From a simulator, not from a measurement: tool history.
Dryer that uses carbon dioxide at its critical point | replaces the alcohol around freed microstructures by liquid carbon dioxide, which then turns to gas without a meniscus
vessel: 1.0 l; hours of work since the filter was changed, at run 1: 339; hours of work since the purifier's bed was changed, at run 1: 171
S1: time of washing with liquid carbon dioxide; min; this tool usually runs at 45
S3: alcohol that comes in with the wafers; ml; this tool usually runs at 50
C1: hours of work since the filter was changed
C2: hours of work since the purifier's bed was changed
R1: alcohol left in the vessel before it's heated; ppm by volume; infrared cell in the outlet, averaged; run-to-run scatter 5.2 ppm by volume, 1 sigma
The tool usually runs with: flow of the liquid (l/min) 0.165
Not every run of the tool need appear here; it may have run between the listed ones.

Run 1, hour 0: usual settings; C1 339; C2 171. Result: R1 242 ppm by volume.
Run 2, hour 11.1: usual settings; C1 345; C2 177. Result: R1 250 ppm by volume.
Run 3, hour 22: usual settings; C1 351; C2 183. Result: R1 246 ppm by volume.
Run 4, hour 30.8: usual settings; C1 355; C2 188. Result: R1 270 ppm by volume.
Run 5, hour 39.8: usual settings; C1 360; C2 193. Result: R1 253 ppm by volume.
Run 6, hour 47.9: usual settings; C1 365; C2 197. Result: R1 277 ppm by volume.
Run 7, hour 57.2: usual settings; C1 370; C2 202. Result: R1 270 ppm by volume.
Run 8, hour 66.8: usual settings; C1 375; C2 207. Result: R1 283 ppm by volume.
Run 9, hour 76.3: usual settings but S1 32 min, flow of the liquid (l/min) 0.133, S3 21 ml; C1 380; C2 212. Result: R1 940 ppm by volume.
Run 10, hour 80.9: usual settings but S1 32 min, flow of the liquid (l/min) 0.115, S3 22 ml; C1 382; C2 215. Result: R1 1561 ppm by volume.
Run 11, hour 88.4: usual settings but S1 40 min, flow of the liquid (l/min) 0.25; C1 386; C2 219. Result: R1 105 ppm by volume.
Run 12, hour 95.1: usual settings but S1 30 min, flow of the liquid (l/min) 0.113, S3 37 ml; C1 390; C2 222. Result: R1 3117 ppm by volume.
At hour 100.3: inlet filter changed.
Run 13, hour 101.3: usual settings but S1 29 min, flow of the liquid (l/min) 0.113, S3 20 ml; C1 1; C2 225. Result: R1 1321 ppm by volume.
Run 14, hour 108.8: usual settings but S3 77 ml; C1 5; C2 229. Result: R1 198 ppm by volume.
Run 15, hour 115.8: usual settings but S1 67 min, S3 68 ml; C1 8; C2 233. Result: R1 86 ppm by volume.
Run 16, hour 124.1: usual settings but S1 67 min, S3 68 ml; C1 13; C2 238. Result: R1 84 ppm by volume.

Consider 4 possible next runs. They are alternatives, not a sequence: every one starts from the tool as it was left by run 16. What does each give?
Run A, hour 134.5: usual settings but S1 71 min, S3 45 ml; C1 18; C2 243. Result: R1 ?.
Run B, hour 134.5: usual settings but S1 33 min, flow of the liquid (l/min) 0.265, S3 26 ml; C1 18; C2 243. Result: R1 ?.
Run C, hour 134.5: usual settings but flow of the liquid (l/min) 0.276, S3 36 ml; C1 18; C2 243. Result: R1 ?.
Run D, hour 134.5: usual settings but S1 67 min, flow of the liquid (l/min) 0.14, S3 65 ml; C1 18; C2 243. Result: R1 ?.

run   R1
  A   83
  B  103
  C   83
  D   95
Had the tool no hidden state, the same runs would have come out as:
run  R1
  A   5
  B  22
  C   4
  D  16
